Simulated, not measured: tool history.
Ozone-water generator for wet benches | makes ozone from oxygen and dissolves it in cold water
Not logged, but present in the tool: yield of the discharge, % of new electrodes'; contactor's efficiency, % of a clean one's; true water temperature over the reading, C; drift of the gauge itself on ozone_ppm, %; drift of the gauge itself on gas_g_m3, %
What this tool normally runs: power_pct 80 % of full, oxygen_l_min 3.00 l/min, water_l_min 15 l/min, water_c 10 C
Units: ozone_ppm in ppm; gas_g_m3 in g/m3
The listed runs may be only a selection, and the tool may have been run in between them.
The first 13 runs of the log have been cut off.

run     day  power_pct  oxygen_l_min  water_l_min  water_c  hours of work since the electrodes were changed  hours of work since the contactor was cleaned  hours of work since the thermometer was calibrated  ozone_ppm  gas_g_m3
 14  26.462         56          3.00           15       10                                             1162                                           5100                                                  75       23.3     216.3
     28.183  -- water thermometer calibrated, once more
 15  28.771         53          3.00           15       10                                             1204                                           5141                                                  11       22.5     207.9
 16  29.892         80          3.00           15       16                                             1224                                           5161                                                  31       26.9     261.7
 17  32.229         80          3.00           15       16                                             1266                                           5204                                                  73       27.0     262.1
 18  34.621         80          3.00           15       16                                             1309                                           5247                                                 116       26.5     263.4
 19  37.350         80          3.00           15       16                                             1358                                           5296                                                 165       26.6     261.7
 20  39.358         80          3.00           23       10                                             1394                                           5332                                                 201       18.9     265.0
     39.779  -- contactor cleaned
 21  42.083         80          1.65           22       10                                             1441                                             42                                                 247       18.0     373.1
 22  43.808         80          1.65           22       10                                             1472                                             73                                                 278       18.2     373.5
 23  46.354         80          1.65           22       10                                             1517                                            118                                                 324       18.3     370.9
 24  47.962         80          1.65           22       10                                             1546                                            147                                                 353       18.0     373.1
 25  49.942         80          1.65           22       10                                             1582                                            183                                                 389       18.3     373.9
 26  51.821         80          4.92           15       10                                             1616                                            217                                                 423       29.3     193.6
 27  54.529         80          4.92           17       10                                             1665                                            266                                                 472       27.0     192.9
 28  56.583         82          4.92           17       10                                             1702                                            303                                                 509       26.9     198.0
 29  58.962         40          3.00           18        6                                             1745                                            346                                                 551       17.6     177.3
 30  61.646         80          1.52           20        6                                             1793                                            394                                                 600       20.0     393.4
 31  63.996         80          1.52           20        6                                             1835                                            436                                                 642       19.9     390.7
 32  65.838         80          3.00           19       13                                             1868                                            469                                                 675       23.0     258.8

Alternative continuations, all from the tool just after run 32; predict every row:
  A  67.083         80          1.63           15       10                                             1891                                            492                                                 698          ?         ?
  B  67.083         73          2.56           13       10                                             1891                                            492                                                 698          ?         ?
  C  67.083         80          1.96           19        5                                             1891                                            492                                                 698          ?         ?
  D  67.083         44          2.31           21       10                                             1891                                            492                                                 698          ?         ?

run  ozone_ppm  gas_g_m3
  A       26.6     376.0
  B       31.2     273.0
  C       22.5     332.5
  D       14.6     218.8
What these runs would have given with no unlogged condition in the tool:
run  ozone_ppm  gas_g_m3
  A       27.7     388.9
  B       32.4     281.9
  C       23.5     343.8
  D       15.1     224.0
